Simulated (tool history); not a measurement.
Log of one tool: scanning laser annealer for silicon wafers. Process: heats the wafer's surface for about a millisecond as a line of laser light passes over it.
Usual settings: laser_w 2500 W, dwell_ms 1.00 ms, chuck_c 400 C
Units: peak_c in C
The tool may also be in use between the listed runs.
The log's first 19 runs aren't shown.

Run 20, day 8.796: usual settings but chuck_c 381 C. Result: peak_c 1217 C.
Run 21, day 9.088: usual settings but chuck_c 402 C. Result: peak_c 1238 C.
Run 22, day 9.588: usual settings but laser_w 2394 W, chuck_c 402 C. Result: peak_c 1190 C.
Run 23, day 9.908: usual settings but laser_w 2442 W, dwell_ms 1.01 ms, chuck_c 416 C. Result: peak_c 1230 C.
Run 24, day 10.204: usual settings but laser_w 2284 W, dwell_ms 0.87 ms, chuck_c 416 C. Result: peak_c 1114 C.
Run 25, day 10.788: usual settings but laser_w 2284 W, dwell_ms 0.87 ms, chuck_c 416 C. Result: peak_c 1116 C.
Run 26, day 11.183: usual settings but laser_w 2284 W, dwell_ms 0.87 ms, chuck_c 416 C. Result: peak_c 1116 C.
Run 27, day 11.783: usual settings but laser_w 2284 W, dwell_ms 0.87 ms, chuck_c 416 C. Result: peak_c 1115 C.
Run 28, day 12.071: usual settings but dwell_ms 1.07 ms, chuck_c 389 C. Result: peak_c 1248 C.
Run 29, day 12.650: usual settings but dwell_ms 1.07 ms, chuck_c 389 C. Result: peak_c 1248 C.
Run 30, day 13.283: usual settings but dwell_ms 1.07 ms, chuck_c 389 C. Result: peak_c 1252 C.
Run 31, day 13.962: usual settings but laser_w 2320 W, dwell_ms 0.71 ms, chuck_c 427 C. Result: peak_c 1079 C.
Run 32, day 14.508: usual settings but laser_w 2580 W, dwell_ms 0.96 ms, chuck_c 434 C. Result: peak_c 1288 C.
Run 33, day 14.821: usual settings but laser_w 2718 W, chuck_c 375 C. Result: peak_c 1300 C.
Run 34, day 15.250: usual settings but laser_w 2613 W. Result: peak_c 1283 C.
Run 35, day 15.896: usual settings but laser_w 2435 W, dwell_ms 0.83 ms, chuck_c 420 C. Result: peak_c 1163 C.
Run 36, day 16.267: usual settings but dwell_ms 0.72 ms, chuck_c 408 C. Result: peak_c 1135 C.
Run 37, day 16.654: usual settings but dwell_ms 0.72 ms, chuck_c 408 C. Result: peak_c 1130 C.
Run 38, day 17.138: usual settings but laser_w 2253 W, dwell_ms 0.77 ms, chuck_c 414 C. Result: peak_c 1068 C.
Run 39, day 17.800: usual settings but laser_w 2488 W, dwell_ms 0.77 ms, chuck_c 414 C. Result: peak_c 1152 C.
Run 40, day 18.154: usual settings but laser_w 2469 W, dwell_ms 0.77 ms, chuck_c 402 C. Result: peak_c 1133 C.

4 ways to go on from here, each from the tool as it stands after run 40. What would each give?
Run A, day 18.800: usual settings but dwell_ms 0.96 ms. Result: peak_c ?.
Run B, day 18.800: usual settings but laser_w 2213 W, dwell_ms 1.21 ms, chuck_c 402 C. Result: peak_c ?.
Run C, day 18.800: usual settings but laser_w 2469 W, dwell_ms 0.77 ms, chuck_c 386 C. Result: peak_c ?.
Run D, day 18.800: usual settings but laser_w 2469 W, dwell_ms 0.92 ms, chuck_c 402 C. Result: peak_c ?.

run  peak_c
  A    1220
  B    1177
  C    1117
  D    1190
Without the tool's hidden state the same runs would have given:
run  peak_c
  A    1221
  B    1178
  C    1118
  D    1191
